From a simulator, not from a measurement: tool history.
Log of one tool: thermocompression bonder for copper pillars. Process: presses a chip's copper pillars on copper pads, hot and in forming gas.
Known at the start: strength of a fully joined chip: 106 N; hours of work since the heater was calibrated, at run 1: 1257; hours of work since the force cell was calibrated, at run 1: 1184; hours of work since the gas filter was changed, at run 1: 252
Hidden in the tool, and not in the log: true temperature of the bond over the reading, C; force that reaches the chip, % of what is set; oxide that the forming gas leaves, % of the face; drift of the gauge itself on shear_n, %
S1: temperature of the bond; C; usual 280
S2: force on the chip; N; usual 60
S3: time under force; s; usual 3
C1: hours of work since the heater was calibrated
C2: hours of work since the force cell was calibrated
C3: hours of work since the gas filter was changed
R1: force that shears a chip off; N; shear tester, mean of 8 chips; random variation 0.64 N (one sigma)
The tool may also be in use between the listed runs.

run 1 hour=0 | S1=280 S2=60 S3=3 | C1=1257 C2=1184 C3=252 | R1=50.6
run 2 hour=47.6 | S1=280 S2=60 S3=6 | C1=1295 C2=1222 C3=289 | R1=63.9
run 3 hour=96.7 | S1=280 S2=74 S3=3 | C1=1334 C2=1260 C3=328 | R1=57.4
run 4 hour=149.9 | S1=280 S2=74 S3=3 | C1=1376 C2=1302 C3=370 | R1=55.7
-- hour=163.3 forming gas filter changed
-- hour=173.1 heater calibrated with a thermocouple chip
run 5 hour=185.2 | S1=280 S2=60 S3=3 | C1=10 C2=1328 C3=16 | R1=55.8
run 6 hour=227.1 | S1=287 S2=60 S3=3 | C1=43 C2=1362 C3=49 | R1=59.1
run 7 hour=256.1 | S1=287 S2=60 S3=3 | C1=66 C2=1384 C3=72 | R1=57.5
run 8 hour=297.9 | S1=287 S2=60 S3=3 | C1=99 C2=1418 C3=105 | R1=58
-- hour=324.8 force cell calibrated
run 9 hour=328.2 | S1=280 S2=60 S3=3 | C1=121 C2=3 C3=128 | R1=57.2
run 10 hour=366.5 | S1=280 S2=60 S3=3 | C1=152 C2=33 C3=158 | R1=57
run 11 hour=416.3 | S1=291 S2=60 S3=5 | C1=191 C2=72 C3=197 | R1=72.3
run 12 hour=466.9 | S1=267 S2=78 S3=5 | C1=231 C2=112 C3=237 | R1=67.3
run 13 hour=493.8 | S1=267 S2=37 S3=5 | C1=252 C2=134 C3=258 | R1=42.6
run 14 hour=516.7 | S1=267 S2=70 S3=4 | C1=270 C2=152 C3=277 | R1=59.1
run 15 hour=563.3 | S1=258 S2=60 S3=5 | C1=307 C2=188 C3=313 | R1=53.3
run 16 hour=602.8 | S1=296 S2=84 S3=3 | C1=338 C2=220 C3=345 | R1=76.2
run 17 hour=628.9 | S1=306 S2=67 S3=5 | C1=359 C2=240 C3=365 | R1=79.5
-- hour=648.5 forming gas filter changed
run 18 hour=669.9 | S1=309 S2=52 S3=2 | C1=391 C2=272 C3=17 | R1=58.6
run 19 hour=695 | S1=309 S2=52 S3=2 | C1=411 C2=292 C3=37 | R1=59.4
run 20 hour=724.7 | S1=309 S2=73 S3=2 | C1=434 C2=316 C3=60 | R1=70.3

4 ways to go on from here, each from the tool as it stands after run 20. What would each give?
run A hour=775.7 | S1=290 S2=68 S3=2 | C1=475 C2=356 C3=101 | R1=?
run B hour=775.7 | S1=280 S2=89 S3=2 | C1=475 C2=356 C3=101 | R1=?
run C hour=775.7 | S1=288 S2=60 S3=3 | C1=475 C2=356 C3=101 | R1=?
run D hour=775.7 | S1=309 S2=48 S3=2 | C1=475 C2=356 C3=101 | R1=?

run=A R1=57.5
run=B R1=61.6
run=C R1=59.7
run=D R1=54.3
Without the tool's hidden state the same runs would have given:
run=A R1=60.7
run=B R1=65
run=C R1=63
run=D R1=57.3
